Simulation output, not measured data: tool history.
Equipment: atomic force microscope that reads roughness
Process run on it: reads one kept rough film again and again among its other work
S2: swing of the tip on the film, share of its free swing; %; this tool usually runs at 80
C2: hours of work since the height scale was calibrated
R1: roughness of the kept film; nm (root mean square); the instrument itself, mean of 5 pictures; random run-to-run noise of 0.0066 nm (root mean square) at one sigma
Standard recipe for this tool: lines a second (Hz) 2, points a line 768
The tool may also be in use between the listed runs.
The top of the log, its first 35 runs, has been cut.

Run 36, hour 282.4: usual settings but lines a second (Hz) 0.62, S2 59 %, points a line 644; pictures with this tip 99; C2 18. Result: R1 1.409 nm (root mean square).
Run 37, hour 292: usual settings but lines a second (Hz) 1.49, S2 57 %; pictures with this tip 106; C2 23. Result: R1 1.376 nm (root mean square).
Run 38, hour 299.3: usual settings but lines a second (Hz) 1.88, S2 90 %, points a line 450; pictures with this tip 111; C2 26. Result: R1 1.216 nm (root mean square).
Run 39, hour 304.7: usual settings but lines a second (Hz) 1.88, S2 81 %, points a line 667; pictures with this tip 115; C2 28. Result: R1 1.266 nm (root mean square).
Run 40, hour 313: usual settings but lines a second (Hz) 0.51, S2 74 %; pictures with this tip 121; C2 32. Result: R1 1.378 nm (root mean square).
Run 41, hour 320.2: usual settings but lines a second (Hz) 0.82, S2 70 %, points a line 365; pictures with this tip 126; C2 35. Result: R1 1.349 nm (root mean square).
Run 42, hour 326.3: usual settings but lines a second (Hz) 0.82, S2 70 %, points a line 365; pictures with this tip 131; C2 38. Result: R1 1.364 nm (root mean square).
Run 43, hour 332.4: usual settings but lines a second (Hz) 1.41, S2 77 %, points a line 289; pictures with this tip 135; C2 41. Result: R1 1.303 nm (root mean square).
Run 44, hour 343.8: usual settings but lines a second (Hz) 0.57, S2 82 %, points a line 509; pictures with this tip 144; C2 46. Result: R1 1.34 nm (root mean square).
Run 45, hour 354.4: usual settings but lines a second (Hz) 0.75, S2 58 %; pictures with this tip 152; C2 51. Result: R1 1.376 nm (root mean square).
Run 46, hour 360.7: usual settings but lines a second (Hz) 0.75, S2 58 %; pictures with this tip 156; C2 53. Result: R1 1.374 nm (root mean square).
Run 47, hour 370.1: usual settings but lines a second (Hz) 0.83, S2 83 %, points a line 366; pictures with this tip 163; C2 58. Result: R1 1.3 nm (root mean square).
Run 48, hour 377.1: usual settings but lines a second (Hz) 2.34, S2 56 %; pictures with this tip 168; C2 61. Result: R1 1.343 nm (root mean square).
Run 49, hour 383.9: usual settings but lines a second (Hz) 2.34, S2 56 %; pictures with this tip 173; C2 64. Result: R1 1.336 nm (root mean square).
Run 50, hour 391.5: usual settings but lines a second (Hz) 2.34, S2 56 %; pictures with this tip 179; C2 67. Result: R1 1.338 nm (root mean square).
Run 51, hour 401: usual settings but lines a second (Hz) 0.94, S2 56 %, points a line 770; pictures with this tip 186; C2 71. Result: R1 1.365 nm (root mean square).
Run 52, hour 407.4: usual settings but points a line 743; pictures with this tip 190; C2 74. Result: R1 1.243 nm (root mean square).
Run 53, hour 412.7: usual settings but lines a second (Hz) 3.32, S2 84 %, points a line 477; pictures with this tip 194; C2 77. Result: R1 1.137 nm (root mean square).

Each row is a separate what-if for the run after 53, all from the same tool condition, not one after another. Results?
Run A, hour 420: usual settings but lines a second (Hz) 1.86, S2 83 %, points a line 1008; pictures with this tip 200; C2 80. Result: R1 ?.
Run B, hour 420: usual settings but lines a second (Hz) 1.12, S2 87 %, points a line 584; pictures with this tip 200; C2 80. Result: R1 ?.
Run C, hour 420: usual settings but lines a second (Hz) 3.67, S2 58 %; pictures with this tip 200; C2 80. Result: R1 ?.

run     R1
  A  1.231
  B  1.262
  C  1.298
With the hidden condition removed and each run's random variation left untouched, the same runs would have given:
run     R1
  A  1.297
  B   1.33
  C  1.367
